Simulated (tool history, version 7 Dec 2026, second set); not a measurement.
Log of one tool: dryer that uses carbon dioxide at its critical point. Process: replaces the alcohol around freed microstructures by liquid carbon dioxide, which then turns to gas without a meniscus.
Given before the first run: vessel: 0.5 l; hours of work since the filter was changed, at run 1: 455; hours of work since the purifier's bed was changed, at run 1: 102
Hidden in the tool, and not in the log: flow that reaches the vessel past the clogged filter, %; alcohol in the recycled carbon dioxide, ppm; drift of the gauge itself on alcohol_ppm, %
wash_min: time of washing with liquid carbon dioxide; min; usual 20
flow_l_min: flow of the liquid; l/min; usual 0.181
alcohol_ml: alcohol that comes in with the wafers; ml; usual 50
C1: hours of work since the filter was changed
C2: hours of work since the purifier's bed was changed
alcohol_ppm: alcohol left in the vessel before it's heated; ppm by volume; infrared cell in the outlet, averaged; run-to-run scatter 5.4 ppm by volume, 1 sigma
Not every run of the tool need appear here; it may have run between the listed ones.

run 1 hour=0.0 | wash_min=20 flow_l_min=0.181 alcohol_ml=50 | C1=455 C2=102 | alcohol_ppm=351
run 2 hour=57.5 | wash_min=13 flow_l_min=0.181 alcohol_ml=50 | C1=485 C2=132 | alcohol_ppm=2485
run 3 hour=93.3 | wash_min=13 flow_l_min=0.181 alcohol_ml=50 | C1=504 C2=151 | alcohol_ppm=2551
-- hour=115.3 inlet filter changed
run 4 hour=127.7 | wash_min=13 flow_l_min=0.181 alcohol_ml=50 | C1=6 C2=169 | alcohol_ppm=1401
run 5 hour=166.3 | wash_min=13 flow_l_min=0.181 alcohol_ml=50 | C1=27 C2=189 | alcohol_ppm=1454
run 6 hour=192.2 | wash_min=19 flow_l_min=0.181 alcohol_ml=50 | C1=40 C2=203 | alcohol_ppm=259
run 7 hour=228.3 | wash_min=19 flow_l_min=0.181 alcohol_ml=50 | C1=59 C2=222 | alcohol_ppm=260
run 8 hour=278.9 | wash_min=19 flow_l_min=0.181 alcohol_ml=50 | C1=86 C2=248 | alcohol_ppm=290
run 9 hour=328.2 | wash_min=20 flow_l_min=0.181 alcohol_ml=50 | C1=112 C2=274 | alcohol_ppm=243
run 10 hour=377.9 | wash_min=20 flow_l_min=0.181 alcohol_ml=50 | C1=138 C2=300 | alcohol_ppm=273
run 11 hour=419.5 | wash_min=20 flow_l_min=0.181 alcohol_ml=39 | C1=160 C2=322 | alcohol_ppm=232
run 12 hour=482.2 | wash_min=20 flow_l_min=0.181 alcohol_ml=39 | C1=193 C2=355 | alcohol_ppm=257
run 13 hour=511.0 | wash_min=20 flow_l_min=0.181 alcohol_ml=39 | C1=208 C2=370 | alcohol_ppm=256
run 14 hour=536.3 | wash_min=20 flow_l_min=0.181 alcohol_ml=50 | C1=221 C2=384 | alcohol_ppm=324
run 15 hour=578.3 | wash_min=20 flow_l_min=0.181 alcohol_ml=50 | C1=243 C2=406 | alcohol_ppm=339
run 16 hour=616.4 | wash_min=20 flow_l_min=0.181 alcohol_ml=50 | C1=264 C2=426 | alcohol_ppm=347
run 17 hour=654.5 | wash_min=20 flow_l_min=0.160 alcohol_ml=58 | C1=284 C2=446 | alcohol_ppm=691
run 18 hour=696.4 | wash_min=18 flow_l_min=0.285 alcohol_ml=94 | C1=306 C2=468 | alcohol_ppm=173
run 19 hour=747.5 | wash_min=18 flow_l_min=0.285 alcohol_ml=94 | C1=332 C2=495 | alcohol_ppm=179
run 20 hour=806.2 | wash_min=18 flow_l_min=0.285 alcohol_ml=94 | C1=363 C2=525 | alcohol_ppm=189
run 21 hour=855.5 | wash_min=20 flow_l_min=0.181 alcohol_ml=28 | C1=389 C2=551 | alcohol_ppm=327
run 22 hour=888.1 | wash_min=23 flow_l_min=0.181 alcohol_ml=28 | C1=406 C2=569 | alcohol_ppm=238
run 23 hour=938.5 | wash_min=19 flow_l_min=0.172 alcohol_ml=26 | C1=433 C2=595 | alcohol_ppm=475
run 24 hour=995.5 | wash_min=19 flow_l_min=0.209 alcohol_ml=26 | C1=463 C2=625 | alcohol_ppm=286
run 25 hour=1049.2 | wash_min=30 flow_l_min=0.249 alcohol_ml=81 | C1=491 C2=653 | alcohol_ppm=193
run 26 hour=1084.4 | wash_min=20 flow_l_min=0.233 alcohol_ml=88 | C1=510 C2=672 | alcohol_ppm=310
-- hour=1094.8 inlet filter changed
run 27 hour=1130.7 | wash_min=20 flow_l_min=0.233 alcohol_ml=88 | C1=19 C2=696 | alcohol_ppm=243
run 28 hour=1187.8 | wash_min=20 flow_l_min=0.245 alcohol_ml=50 | C1=49 C2=726 | alcohol_ppm=231
run 29 hour=1240.4 | wash_min=14 flow_l_min=0.181 alcohol_ml=60 | C1=77 C2=753 | alcohol_ppm=1518

Across each entry between runs, compare the hidden state at the last listed run before it with the hidden state at the first listed run after it:
After run 3, before run 4: inlet filter changed (hour 115.3)
  flow that reaches the vessel past the clogged filter, %: 85.2 -> 99.8; alcohol in the recycled carbon dioxide, ppm: 45.7 -> 50.4
  measured less the result without the state, alcohol_ppm: +1219 -> +58 ppm by volume
After run 26, before run 27: inlet filter changed (hour 1094.8)
  flow that reaches the vessel past the clogged filter, %: 84.2 -> 99; alcohol in the recycled carbon dioxide, ppm: 200.5 -> 207.7
  measured less the result without the state, alcohol_ppm: +281 -> +208 ppm by volume
